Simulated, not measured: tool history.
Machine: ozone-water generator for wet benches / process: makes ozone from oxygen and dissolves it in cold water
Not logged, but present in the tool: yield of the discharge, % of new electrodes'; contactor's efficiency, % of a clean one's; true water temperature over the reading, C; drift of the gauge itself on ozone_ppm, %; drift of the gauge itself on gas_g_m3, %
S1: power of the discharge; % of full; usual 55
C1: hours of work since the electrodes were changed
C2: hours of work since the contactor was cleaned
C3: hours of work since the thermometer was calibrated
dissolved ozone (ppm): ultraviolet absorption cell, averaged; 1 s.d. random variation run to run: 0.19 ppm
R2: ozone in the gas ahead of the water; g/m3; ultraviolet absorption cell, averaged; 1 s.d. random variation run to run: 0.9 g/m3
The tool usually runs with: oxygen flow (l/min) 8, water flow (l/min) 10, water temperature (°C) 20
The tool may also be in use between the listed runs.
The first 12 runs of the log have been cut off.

Run 13, day 21.867: usual settings but S1 52 % of full; C1 2157; C2 5341; C3 1650. Result: dissolved ozone (ppm) 24.7, R2 143.1 g/m3.
Run 14, day 24.188: usual settings; C1 2208; C2 5391; C3 1701. Result: dissolved ozone (ppm) 25.8, R2 150.2 g/m3.
Run 15, day 27.2: usual settings but water flow (l/min) 9; C1 2273; C2 5457; C3 1766. Result: dissolved ozone (ppm) 27.4, R2 149.3 g/m3.
Run 16, day 29.971: usual settings but oxygen flow (l/min) 8.79; C1 2333; C2 5517; C3 1827. Result: dissolved ozone (ppm) 25.8, R2 144.9 g/m3.
Run 17, day 31.258: usual settings but S1 68 % of full, oxygen flow (l/min) 6.84, water temperature (°C) 14; C1 2361; C2 5545; C3 1855. Result: dissolved ozone (ppm) 36.2, R2 191.5 g/m3.
Run 18, day 34.154: usual settings but S1 80 % of full, oxygen flow (l/min) 13.45, water flow (l/min) 11; C1 2424; C2 5608; C3 1918. Result: dissolved ozone (ppm) 31.2, R2 167.2 g/m3.
Run 19, day 35.571: usual settings but S1 80 % of full, oxygen flow (l/min) 13.45, water flow (l/min) 12, water temperature (°C) 28; C1 2455; C2 5639; C3 1948. Result: dissolved ozone (ppm) 24.6, R2 165.9 g/m3.
Run 20, day 38.138: usual settings but S1 80 % of full, oxygen flow (l/min) 13.45, water flow (l/min) 12, water temperature (°C) 28; C1 2511; C2 5694; C3 2004. Result: dissolved ozone (ppm) 24.5, R2 167.2 g/m3.
Run 21, day 40.329: usual settings but S1 50 % of full, water flow (l/min) 16, water temperature (°C) 19; C1 2559; C2 5742; C3 2052. Result: dissolved ozone (ppm) 18.6, R2 136.3 g/m3.
Run 22, day 42.546: usual settings but S1 50 % of full, water flow (l/min) 16, water temperature (°C) 19; C1 2607; C2 5790; C3 2100. Result: dissolved ozone (ppm) 18.5, R2 137.8 g/m3.
Run 23, day 44.333: usual settings but S1 78 % of full; C1 2646; C2 5829; C3 2139. Result: dissolved ozone (ppm) 35.4, R2 203.8 g/m3.
Run 24, day 46.083: usual settings but S1 53 % of full, water flow (l/min) 7; C1 2684; C2 5867; C3 2177. Result: dissolved ozone (ppm) 29.4, R2 144.8 g/m3.
Run 25, day 49.183: usual settings but S1 91 % of full, water flow (l/min) 13, water temperature (°C) 22; C1 2751; C2 5935; C3 2244. Result: dissolved ozone (ppm) 33.7, R2 230.6 g/m3.
Run 26, day 51.171: usual settings but S1 91 % of full, water flow (l/min) 13, water temperature (°C) 22; C1 2794; C2 5978; C3 2288. Result: dissolved ozone (ppm) 34, R2 229 g/m3.
Run 27, day 52.638: usual settings but S1 91 % of full, water flow (l/min) 9, water temperature (°C) 16; C1 2826; C2 6010; C3 2319. Result: dissolved ozone (ppm) 46.6, R2 229.1 g/m3.
Run 28, day 54.392: usual settings but S1 91 % of full, water flow (l/min) 9, water temperature (°C) 16; C1 2864; C2 6048; C3 2358. Result: dissolved ozone (ppm) 46.4, R2 229.1 g/m3.
Run 29, day 57.338: usual settings but S1 79 % of full, oxygen flow (l/min) 4.18, water flow (l/min) 11, water temperature (°C) 18; C1 2928; C2 6112; C3 2422. Result: dissolved ozone (ppm) 36.2, R2 269.4 g/m3.
Run 30, day 58.854: usual settings but S1 90 % of full, oxygen flow (l/min) 10.25, water flow (l/min) 11, water temperature (°C) 18; C1 2961; C2 6145; C3 2455. Result: dissolved ozone (ppm) 38.6, R2 206.7 g/m3.
Run 31, day 60.654: usual settings but S1 54 % of full, oxygen flow (l/min) 4.91, water flow (l/min) 7, water temperature (°C) 14; C1 3001; C2 6184; C3 2494. Result: dissolved ozone (ppm) 37.1, R2 181 g/m3.
Run 32, day 62.083: usual settings but S1 54 % of full, oxygen flow (l/min) 4.91, water flow (l/min) 7, water temperature (°C) 14; C1 3032; C2 6215; C3 2525. Result: dissolved ozone (ppm) 37, R2 180.4 g/m3.

What if the next run were any one of these 5? Each begins from the tool's condition after run 32:
Run A, day 64.558: usual settings but oxygen flow (l/min) 5.66, water flow (l/min) 11; C1 3085; C2 6269; C3 2579. Result: dissolved ozone (ppm) ?, R2 ?.
Run B, day 64.558: usual settings but S1 42 % of full, oxygen flow (l/min) 4.91, water flow (l/min) 7, water temperature (°C) 13; C1 3085; C2 6269; C3 2579. Result: dissolved ozone (ppm) ?, R2 ?.
Run C, day 64.558: usual settings but S1 76 % of full, oxygen flow (l/min) 4.91, water flow (l/min) 7, water temperature (°C) 17; C1 3085; C2 6269; C3 2579. Result: dissolved ozone (ppm) ?, R2 ?.
Run D, day 64.558: usual settings but oxygen flow (l/min) 12.97, water flow (l/min) 7; C1 3085; C2 6269; C3 2579. Result: dissolved ozone (ppm) ?, R2 ?.
Run E, day 64.558: usual settings but water flow (l/min) 6; C1 3085; C2 6269; C3 2579. Result: dissolved ozone (ppm) ?, R2 ?.

run  dissolved ozone (ppm)     R2
  A                   25.6  174.8
  B                   30.5  144.9
  C                   46.4  242.6
  D                   27.4    123
  E                     32    149
With no hidden state in the tool, these same runs would have given:
run  dissolved ozone (ppm)     R2
  A                   25.6  174.9
  B                   30.5    145
  C                   46.5  242.8
  D                   27.4  123.1
  E                     32  149.1
